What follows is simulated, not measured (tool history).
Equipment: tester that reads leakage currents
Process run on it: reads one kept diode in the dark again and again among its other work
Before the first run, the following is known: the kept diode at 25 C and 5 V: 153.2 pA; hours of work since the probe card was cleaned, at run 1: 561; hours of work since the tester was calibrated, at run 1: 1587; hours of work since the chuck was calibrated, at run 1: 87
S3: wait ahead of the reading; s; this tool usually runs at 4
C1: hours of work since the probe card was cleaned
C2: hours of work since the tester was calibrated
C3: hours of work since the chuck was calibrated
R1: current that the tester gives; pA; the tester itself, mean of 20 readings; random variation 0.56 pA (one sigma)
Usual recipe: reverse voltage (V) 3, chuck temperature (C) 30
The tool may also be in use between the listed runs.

{"run": 1, "hour": 0.0, "reverse voltage (V)": 3, "chuck temperature (C)": 30, "S3": 4, "C1": 561, "C2": 1587, "C3": 87, "R1": 187.49}
{"run": 2, "hour": 67.9, "reverse voltage (V)": 3, "chuck temperature (C)": 30, "S3": 4, "C1": 605, "C2": 1631, "C3": 132, "R1": 188.19}
{"run": 3, "hour": 171.5, "reverse voltage (V)": 3, "chuck temperature (C)": 44, "S3": 4, "C1": 672, "C2": 1698, "C3": 199, "R1": 594.57}
{"run": 4, "hour": 223.4, "reverse voltage (V)": 3, "chuck temperature (C)": 30, "S3": 4, "C1": 706, "C2": 1732, "C3": 232, "R1": 186.19}
{"run": 5, "hour": 310.3, "reverse voltage (V)": 3, "chuck temperature (C)": 30, "S3": 4, "C1": 762, "C2": 1788, "C3": 289, "R1": 185.25}
{"run": 6, "hour": 394.0, "reverse voltage (V)": 3, "chuck temperature (C)": 30, "S3": 4, "C1": 817, "C2": 1842, "C3": 343, "R1": 185.55}
{"run": 7, "hour": 482.7, "reverse voltage (V)": 3, "chuck temperature (C)": 30, "S3": 4, "C1": 874, "C2": 1900, "C3": 401, "R1": 185.7}
{"run": 8, "hour": 573.3, "reverse voltage (V)": 3, "chuck temperature (C)": 30, "S3": 4, "C1": 933, "C2": 1959, "C3": 459, "R1": 183.57}
{"run": 9, "hour": 660.7, "reverse voltage (V)": 1.01, "chuck temperature (C)": 26, "S3": 3.07, "C1": 990, "C2": 2015, "C3": 516, "R1": 74.97}
{"run": 10, "hour": 758.8, "reverse voltage (V)": 3, "chuck temperature (C)": 42, "S3": 7.1, "C1": 1053, "C2": 2079, "C3": 580, "R1": 494.6}
{"hour": 770.5, "done": "probe card cleaned and baked"}
{"run": 11, "hour": 819.8, "reverse voltage (V)": 1.99, "chuck temperature (C)": 45, "S3": 0.41, "C1": 32, "C2": 2117, "C3": 618, "R1": 513.49}
{"run": 12, "hour": 867.3, "reverse voltage (V)": 8.71, "chuck temperature (C)": 28, "S3": 1.8, "C1": 63, "C2": 2148, "C3": 648, "R1": 265.54}
{"run": 13, "hour": 921.1, "reverse voltage (V)": 7.27, "chuck temperature (C)": 41, "S3": 6.35, "C1": 98, "C2": 2182, "C3": 683, "R1": 710.18}
{"run": 14, "hour": 1017.8, "reverse voltage (V)": 6.46, "chuck temperature (C)": 25, "S3": 2.13, "C1": 160, "C2": 2245, "C3": 746, "R1": 174.63}
{"hour": 1090.2, "done": "probe card cleaned and baked, once more"}
{"run": 15, "hour": 1090.2, "reverse voltage (V)": 6.46, "chuck temperature (C)": 25, "S3": 2.13, "C1": 0, "C2": 2290, "C3": 791, "R1": 168.58}
{"run": 16, "hour": 1163.4, "reverse voltage (V)": 2.68, "chuck temperature (C)": 23, "S3": 4, "C1": 48, "C2": 2338, "C3": 839, "R1": 90.63}

For some of the steps in R1 from one run to the next: how much would appear even if the tool had no hidden state, given the settings, what came in and random variation, and how much remains for the hidden state plus any gauge scatter that the measured result and the result without hidden state don't share?
Hidden state present: stray current of the dirty probe card, pA a volt; current scale over the true one, %; true chuck temperature over the reading, C; drift of the gauge itself on leakage_pa, %.
Run 12 -> 13: reverse voltage (V) 8.71 -> 7.27, chuck temperature (C) 28 -> 41, S3 1.8 -> 6.35. R1 +444.64 pA: hidden state -11.74, all else +456.38.
Run 13 -> 14: reverse voltage (V) 7.27 -> 6.46, chuck temperature (C) 41 -> 25, S3 6.35 -> 2.13. R1 -535.55 pA: hidden state +11.09, all else -546.64.

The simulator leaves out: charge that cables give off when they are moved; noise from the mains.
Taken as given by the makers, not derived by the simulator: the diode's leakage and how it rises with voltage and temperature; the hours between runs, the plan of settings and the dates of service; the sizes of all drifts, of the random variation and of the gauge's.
